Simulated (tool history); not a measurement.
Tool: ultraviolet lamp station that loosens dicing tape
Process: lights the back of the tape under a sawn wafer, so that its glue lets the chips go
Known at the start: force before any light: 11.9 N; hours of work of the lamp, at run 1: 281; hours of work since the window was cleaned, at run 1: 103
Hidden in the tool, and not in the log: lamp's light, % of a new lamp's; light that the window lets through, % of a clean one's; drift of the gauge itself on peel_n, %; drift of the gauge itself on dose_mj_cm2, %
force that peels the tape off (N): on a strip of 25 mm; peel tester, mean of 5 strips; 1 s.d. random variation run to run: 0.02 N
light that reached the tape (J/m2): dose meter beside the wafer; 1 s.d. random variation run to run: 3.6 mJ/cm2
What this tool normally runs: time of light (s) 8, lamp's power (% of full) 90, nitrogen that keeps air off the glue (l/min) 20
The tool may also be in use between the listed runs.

run,day,time of light (s),lamp's power (% of full),nitrogen that keeps air off the glue (l/min),hours of work of the lamp,hours of work since the window was cleaned,force that peels the tape off (N),light that reached the tape (J/m2)
1,0.000,8,90,20,281,103,1.402,4890
2,0.575,8,90,20,289,111,1.473,4910
3,0.904,8,90,20,293,116,1.441,4850
4,1.379,8,90,20,300,122,1.470,4890
5,2.000,8,90,20,308,131,1.516,4810
6,2.304,8,90,20,313,135,1.474,4760
7,2.654,12,90,20,317,140,0.590,7140
8,3.142,12,90,20,324,147,0.621,7080
9,3.438,12,90,20,328,151,0.593,7150
10,3.762,12,90,20,333,155,0.611,7070
11,4.438,10,61,8,342,165,3.443,3980
12,4.942,6,99,35,349,172,1.672,3860
13,5.633,12,96,12,358,181,0.938,7340
14,6.008,6,73,9,364,186,4.913,2790
15,6.704,15,73,6,373,196,1.777,6960
16,7.058,8,71,9,378,201,3.791,3600
17,7.675,5,71,12,387,209,5.405,2260

Each row is a separate what-if for the run after 17, all from the same tool condition, not one after another. Results?
A,8.258,8,93,34,395,217,?,?
B,8.258,12,90,20,395,217,?,?
C,8.258,9,71,33,395,217,?,?
D,8.258,8,89,23,395,217,?,?
E,8.258,11,91,12,395,217,?,?

run,force that peels the tape off (N),light that reached the tape (J/m2)
A,1.147,4710
B,0.690,6720
C,1.559,4010
D,1.595,4450
E,1.354,6280
Take away the tool's hidden state, keep each run's random variation, and the runs would have read:
run,force that peels the tape off (N),light that reached the tape (J/m2)
A,0.597,6160
B,0.339,8810
C,0.868,5240
D,0.894,5830
E,0.728,8230
